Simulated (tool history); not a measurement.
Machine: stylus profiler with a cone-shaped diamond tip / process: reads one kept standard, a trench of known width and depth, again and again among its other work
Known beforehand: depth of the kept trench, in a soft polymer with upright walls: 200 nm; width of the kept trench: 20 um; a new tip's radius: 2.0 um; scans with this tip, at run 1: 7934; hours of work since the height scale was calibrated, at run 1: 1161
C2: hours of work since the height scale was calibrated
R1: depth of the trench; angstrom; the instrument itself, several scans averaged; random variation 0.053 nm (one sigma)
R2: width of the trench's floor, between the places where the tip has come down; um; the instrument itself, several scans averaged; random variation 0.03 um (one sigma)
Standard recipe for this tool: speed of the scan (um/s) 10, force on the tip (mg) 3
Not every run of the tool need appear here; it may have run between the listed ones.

Run 1, hour 0: usual settings; scans with this tip 7934; C2 1161. Result: R1 2012.8 angstrom, R2 17.97 um.
At hour 28.5: height scale calibrated on a step standard.
Run 2, hour 57.3: usual settings but speed of the scan (um/s) 18; scans with this tip 8091; C2 12. Result: R1 2019.1 angstrom, R2 17.93 um.
Run 3, hour 111.8: usual settings; scans with this tip 8242; C2 34. Result: R1 2019.4 angstrom, R2 18 um.
Run 4, hour 146.4: usual settings; scans with this tip 8338; C2 48. Result: R1 2018.6 angstrom, R2 17.9 um.
Run 5, hour 202.4: usual settings but force on the tip (mg) 1.71; scans with this tip 8493; C2 70. Result: R1 2013.1 angstrom, R2 17.96 um.
Run 6, hour 234.4: usual settings but force on the tip (mg) 1.71; scans with this tip 8581; C2 83. Result: R1 2011.9 angstrom, R2 17.98 um.
Run 7, hour 272.7: usual settings but speed of the scan (um/s) 26, force on the tip (mg) 1.71; scans with this tip 8687; C2 99. Result: R1 2011.6 angstrom, R2 17.86 um.
Run 8, hour 302.3: usual settings but speed of the scan (um/s) 26, force on the tip (mg) 1.71; scans with this tip 8769; C2 111. Result: R1 2011.2 angstrom, R2 17.87 um.
Run 9, hour 347: usual settings but speed of the scan (um/s) 26, force on the tip (mg) 1.71; scans with this tip 8893; C2 129. Result: R1 2012 angstrom, R2 17.84 um.
Run 10, hour 383.4: usual settings but speed of the scan (um/s) 26, force on the tip (mg) 1.71; scans with this tip 8994; C2 144. Result: R1 2011.6 angstrom, R2 17.83 um.
Run 11, hour 447.9: usual settings; scans with this tip 9172; C2 170. Result: R1 2018.3 angstrom, R2 17.95 um.
Run 12, hour 501.1: usual settings but speed of the scan (um/s) 26; scans with this tip 9320; C2 191. Result: R1 2018.2 angstrom, R2 17.9 um.
Run 13, hour 564.3: usual settings but force on the tip (mg) 7.88; scans with this tip 9495; C2 217. Result: R1 2035.8 angstrom, R2 17.88 um.
Run 14, hour 598.6: usual settings but force on the tip (mg) 7.88; scans with this tip 9590; C2 231. Result: R1 2035 angstrom, R2 17.97 um.
Run 15, hour 632.6: usual settings but speed of the scan (um/s) 14; scans with this tip 9684; C2 245. Result: R1 2017.5 angstrom, R2 17.97 um.
Run 16, hour 663.7: usual settings but speed of the scan (um/s) 14; scans with this tip 9770; C2 257. Result: R1 2017.7 angstrom, R2 17.88 um.
Run 17, hour 715.7: usual settings but force on the tip (mg) 3.76; scans with this tip 9914; C2 278. Result: R1 2020.8 angstrom, R2 17.9 um.
Run 18, hour 775: usual settings but speed of the scan (um/s) 31; scans with this tip 10078; C2 302. Result: R1 2017.3 angstrom, R2 17.83 um.
Run 19, hour 807.7: usual settings but speed of the scan (um/s) 3, force on the tip (mg) 1.62; scans with this tip 10169; C2 316. Result: R1 2010.7 angstrom, R2 17.96 um.
Run 20, hour 849.7: usual settings but speed of the scan (um/s) 14, force on the tip (mg) 3.29; scans with this tip 10285; C2 333. Result: R1 2019.4 angstrom, R2 17.86 um.
Run 21, hour 912.5: usual settings but speed of the scan (um/s) 18, force on the tip (mg) 1.45; scans with this tip 10459; C2 358. Result: R1 2008.9 angstrom, R2 17.86 um.
Run 22, hour 965.4: usual settings but speed of the scan (um/s) 18, force on the tip (mg) 1.45; scans with this tip 10605; C2 380. Result: R1 2010.2 angstrom, R2 17.87 um.
Run 23, hour 1026.5: usual settings but speed of the scan (um/s) 4, force on the tip (mg) 4.86; scans with this tip 10775; C2 404. Result: R1 2023.5 angstrom, R2 17.94 um.
Run 24, hour 1078.6: usual settings but speed of the scan (um/s) 16, force on the tip (mg) 6.69; scans with this tip 10919; C2 425. Result: R1 2031.3 angstrom, R2 17.89 um.
Run 25, hour 1118.7: usual settings but speed of the scan (um/s) 6, force on the tip (mg) 1.74; scans with this tip 11030; C2 442. Result: R1 2009.8 angstrom, R2 17.85 um.
Run 26, hour 1186.9: usual settings but speed of the scan (um/s) 24, force on the tip (mg) 2.5; scans with this tip 11219; C2 469. Result: R1 2013.8 angstrom, R2 17.89 um.
Run 27, hour 1245.4: usual settings but speed of the scan (um/s) 24, force on the tip (mg) 2.5; scans with this tip 11381; C2 493. Result: R1 2014.8 angstrom, R2 17.8 um.
Run 28, hour 1287.1: usual settings but speed of the scan (um/s) 22, force on the tip (mg) 1.99; scans with this tip 11496; C2 510. Result: R1 2011.3 angstrom, R2 17.8 um.

How would selected steps in R1 from run to run divide? Give the signed amount a tool lacking its hidden state would still show from settings, what came in and random variation, and the signed amount left for the hidden state, including any gauge scatter that is not in both of the compared results.
Hidden state at play: radius of the tip, um; height scale over the true one, %; drift of the gauge itself on depth_nm, %; drift of the gauge itself on floor_um, %.
Run 1 -> 2: speed of the scan (um/s) 10 -> 18, height scale calibrated on a step standard. R1 +6.3 angstrom: hidden state +6.4, all else -0.1.
Run 4 -> 5: force on the tip (mg) 3 -> 1.71. R1 -5.5 angstrom: hidden state -0.2, all else -5.3.
Run 12 -> 13: speed of the scan (um/s) 26 -> 10, force on the tip (mg) 3 -> 7.88. R1 +17.6 angstrom: hidden state -0.2, all else +17.8.
Run 24 -> 25: speed of the scan (um/s) 16 -> 6, force on the tip (mg) 6.69 -> 1.74. R1 -21.5 angstrom: hidden state -0.1, all else -21.4.
